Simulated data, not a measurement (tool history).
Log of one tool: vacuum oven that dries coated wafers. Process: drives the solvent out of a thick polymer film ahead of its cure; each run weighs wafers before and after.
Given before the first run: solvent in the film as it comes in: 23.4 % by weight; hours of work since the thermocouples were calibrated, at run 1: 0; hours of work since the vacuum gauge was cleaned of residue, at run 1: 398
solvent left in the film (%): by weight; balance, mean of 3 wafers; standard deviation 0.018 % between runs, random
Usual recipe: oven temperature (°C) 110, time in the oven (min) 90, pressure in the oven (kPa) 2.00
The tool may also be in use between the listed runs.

run,day,oven temperature (°C),time in the oven (min),pressure in the oven (kPa),hours of work since the thermocouples were calibrated,hours of work since the vacuum gauge was cleaned of residue,solvent left in the film (%)
1,0.000,110,90,2.00,0,398,3.10
2,4.242,110,90,2.00,79,477,3.09
3,8.496,110,90,2.00,159,557,3.08
4,13.171,110,90,2.00,247,644,3.10
5,15.296,110,90,1.52,287,684,2.97
6,17.983,110,90,1.52,337,735,2.96
7,21.454,110,76,2.00,402,800,3.99
8,23.988,110,119,2.00,450,847,1.86
9,26.867,110,90,2.00,503,901,3.11
10,29.004,110,90,2.00,544,941,3.08
11,32.417,110,90,2.00,607,1005,3.08
12,36.354,110,90,2.00,681,1079,3.07
# day 38.488: oven's thermocouples calibrated
13,40.821,110,90,2.00,44,1161,3.10
14,43.629,121,68,1.52,96,1214,2.36
15,47.804,105,90,2.00,175,1292,4.20
16,51.529,105,90,2.00,244,1362,4.19
17,54.375,117,61,2.00,298,1415,3.75

Alternative continuations, all from the tool just after run 17; predict every row:
A,57.071,101,151,2.00,348,1466,?
B,57.071,110,83,1.33,348,1466,?
C,57.071,117,119,2.00,348,1466,?

run,solvent left in the film (%)
A,2.41
B,3.32
C,1.10
Take away the tool's hidden state, keep each run's random variation, and the runs would have read:
run,solvent left in the film (%)
A,2.40
B,3.32
C,1.09

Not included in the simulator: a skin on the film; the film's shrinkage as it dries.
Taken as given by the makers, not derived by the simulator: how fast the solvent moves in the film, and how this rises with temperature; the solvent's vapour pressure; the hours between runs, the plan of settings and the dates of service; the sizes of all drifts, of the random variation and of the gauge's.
